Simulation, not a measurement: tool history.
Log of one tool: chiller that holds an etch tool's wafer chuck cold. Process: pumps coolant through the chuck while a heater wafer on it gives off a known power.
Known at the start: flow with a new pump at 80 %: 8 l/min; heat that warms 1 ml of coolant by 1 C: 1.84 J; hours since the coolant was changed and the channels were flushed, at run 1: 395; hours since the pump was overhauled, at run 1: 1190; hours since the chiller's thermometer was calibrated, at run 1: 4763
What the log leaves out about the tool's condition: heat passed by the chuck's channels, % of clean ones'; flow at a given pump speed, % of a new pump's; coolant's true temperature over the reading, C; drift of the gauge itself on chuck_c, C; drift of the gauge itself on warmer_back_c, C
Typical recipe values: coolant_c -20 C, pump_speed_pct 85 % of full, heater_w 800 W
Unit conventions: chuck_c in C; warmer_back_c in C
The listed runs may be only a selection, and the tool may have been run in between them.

run,hour,coolant_c,pump_speed_pct,heater_w,hours since the coolant was changed and the channels were flushed,hours since the pump was overhauled,hours since the chiller's thermometer was calibrated,chuck_c,warmer_back_c
1,0,-20,85,800,395,1190,4763,-10.2,3.11
2,72,-20,85,800,467,1263,4835,-10,3.11
3,147.2,-20,85,834,543,1338,4910,-9.7,3.26
4,210.7,-20,85,834,606,1401,4974,-9.8,3.27
5,275.2,-20,85,1027,671,1466,5038,-7.3,4.01
6,355.6,-20,85,1027,751,1546,5119,-7.2,4.01
# hour 408.3: chiller's thermometer calibrated
7,435.6,-20,85,1027,830,1625,27,-7.2,4.03
8,486.1,-16,85,800,880,1676,78,-5.7,3.13
9,556.1,-16,85,800,951,1746,148,-5.6,3.12
10,592.2,-16,85,800,987,1782,184,-5.7,3.13
11,633.9,-16,85,800,1028,1823,226,-5.6,3.1
12,679.4,-20,85,800,1074,1869,271,-9.5,3.12
13,760.1,-20,85,800,1154,1950,352,-9.6,3.11
14,824.4,-20,85,800,1219,2014,416,-9.7,3.13
15,876.8,-20,85,800,1271,2066,468,-9.4,3.12
# hour 908.8: chiller's thermometer calibrated, once more
16,927.1,-20,85,800,1320,2116,18,-10.4,3.13
17,968.7,-20,85,800,1362,2157,60,-10.4,3.15
18,1021.2,-20,85,800,1415,2210,112,-10.4,3.14
19,1085.9,-20,85,800,1479,2274,177,-10.4,3.11
20,1153.4,-13,88,467,1547,2342,245,-7.7,1.74
21,1188,-13,88,467,1581,2377,279,-7.6,1.73
22,1257.1,-12,85,501,1650,2446,348,-6,2
23,1325.6,-20,99,633,1719,2514,417,-13,2.12
24,1371.3,-20,93,800,1765,2560,462,-10.9,2.86
25,1428.9,-26,85,973,1822,2617,520,-14,3.8
26,1487.5,-26,85,973,1881,2676,579,-14.1,3.81
27,1552.2,-27,94,502,1946,2741,643,-21.3,1.78
28,1611.4,-27,94,502,2005,2800,703,-21.2,1.78
29,1686.3,-17,63,1045,2080,2875,777,-1.6,5.56
30,1747.6,-20,91,800,2141,2936,839,-10.4,2.95
31,1827.7,-20,77,488,2221,3016,919,-13.5,2.1

Predict each of these 4 candidate next runs independently; none follows another, all start after run 31:
A,1874.7,-20,64,800,2268,3063,966,?,?
B,1874.7,-20,85,455,2268,3063,966,?,?
C,1874.7,-14,60,442,2268,3063,966,?,?
D,1874.7,-22,74,488,2268,3063,966,?,?

run,chuck_c,warmer_back_c
A,-8.3,4.18
B,-14.3,1.77
C,-7.1,2.49
D,-15.3,2.2
With the hidden condition removed and each run's random variation left untouched, the same runs would have given:
run,chuck_c,warmer_back_c
A,-9.1,4.08
B,-14.8,1.73
C,-7.6,2.43
D,-15.8,2.15
